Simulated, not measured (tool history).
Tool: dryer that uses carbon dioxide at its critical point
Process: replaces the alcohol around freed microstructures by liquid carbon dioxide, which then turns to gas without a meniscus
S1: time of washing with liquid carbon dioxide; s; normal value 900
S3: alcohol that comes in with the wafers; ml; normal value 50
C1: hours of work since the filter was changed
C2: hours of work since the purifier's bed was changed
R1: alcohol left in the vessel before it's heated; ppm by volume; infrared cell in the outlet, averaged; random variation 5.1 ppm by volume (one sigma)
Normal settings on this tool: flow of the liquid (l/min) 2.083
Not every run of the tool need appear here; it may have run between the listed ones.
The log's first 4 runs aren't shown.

Run 5, hour 207.5: usual settings but flow of the liquid (l/min) 1.360, S3 80 ml; C1 338; C2 981. Result: R1 841 ppm by volume.
Run 6, hour 241.7: usual settings but flow of the liquid (l/min) 1.360, S3 80 ml; C1 352; C2 995. Result: R1 838 ppm by volume.
Run 7, hour 298.5: usual settings but flow of the liquid (l/min) 1.360, S3 80 ml; C1 376; C2 1018. Result: R1 845 ppm by volume.
Run 8, hour 327.0: usual settings but S1 840 s; C1 388; C2 1030. Result: R1 305 ppm by volume.
Run 9, hour 382.4: usual settings; C1 411; C2 1053. Result: R1 270 ppm by volume.
At hour 421.0: purifier's bed changed.
At hour 426.9: inlet filter changed.
Run 10, hour 432.1: usual settings; C1 2; C2 4. Result: R1 52 ppm by volume.
Run 11, hour 467.1: usual settings but flow of the liquid (l/min) 3.170; C1 17; C2 19. Result: R1 15 ppm by volume.
Run 12, hour 517.9: usual settings but flow of the liquid (l/min) 3.170; C1 38; C2 40. Result: R1 8 ppm by volume.
Run 13, hour 584.3: usual settings but S1 720 s; C1 65; C2 67. Result: R1 159 ppm by volume.
Run 14, hour 626.3: usual settings but S1 720 s; C1 83; C2 85. Result: R1 184 ppm by volume.
Run 15, hour 673.9: usual settings but S1 720 s; C1 102; C2 104. Result: R1 183 ppm by volume.
Run 16, hour 728.8: usual settings but S1 720 s; C1 125; C2 127. Result: R1 190 ppm by volume.
Run 17, hour 770.9: usual settings but S1 720 s; C1 142; C2 144. Result: R1 199 ppm by volume.
Run 18, hour 837.1: usual settings but S3 27 ml; C1 170; C2 172. Result: R1 78 ppm by volume.
Run 19, hour 874.4: usual settings but S3 27 ml; C1 185; C2 187. Result: R1 67 ppm by volume.
Run 20, hour 919.2: usual settings but S3 27 ml; C1 204; C2 206. Result: R1 82 ppm by volume.
Run 21, hour 983.6: usual settings but S3 27 ml; C1 230; C2 232. Result: R1 86 ppm by volume.
Run 22, hour 1051.5: usual settings but S3 104 ml; C1 259; C2 261. Result: R1 181 ppm by volume.
Run 23, hour 1108.3: usual settings but S3 92 ml; C1 282; C2 284. Result: R1 167 ppm by volume.
Run 24, hour 1158.0: usual settings but flow of the liquid (l/min) 2.520, S3 61 ml; C1 303; C2 305. Result: R1 96 ppm by volume.
Run 25, hour 1198.0: usual settings but S1 780 s, flow of the liquid (l/min) 1.850; C1 319; C2 321. Result: R1 297 ppm by volume.

Run 26 is up next; what results do you expect?
Run 26, hour 1240.3: usual settings but S1 780 s, flow of the liquid (l/min) 1.560, S3 43 ml; C1 337; C2 339. Result: R1 ?.

{"run 26": {"R1": 415}}
Were there no unlogged condition in the tool, this run, its random variation unchanged, would have produced R1 263 ppm by volume.

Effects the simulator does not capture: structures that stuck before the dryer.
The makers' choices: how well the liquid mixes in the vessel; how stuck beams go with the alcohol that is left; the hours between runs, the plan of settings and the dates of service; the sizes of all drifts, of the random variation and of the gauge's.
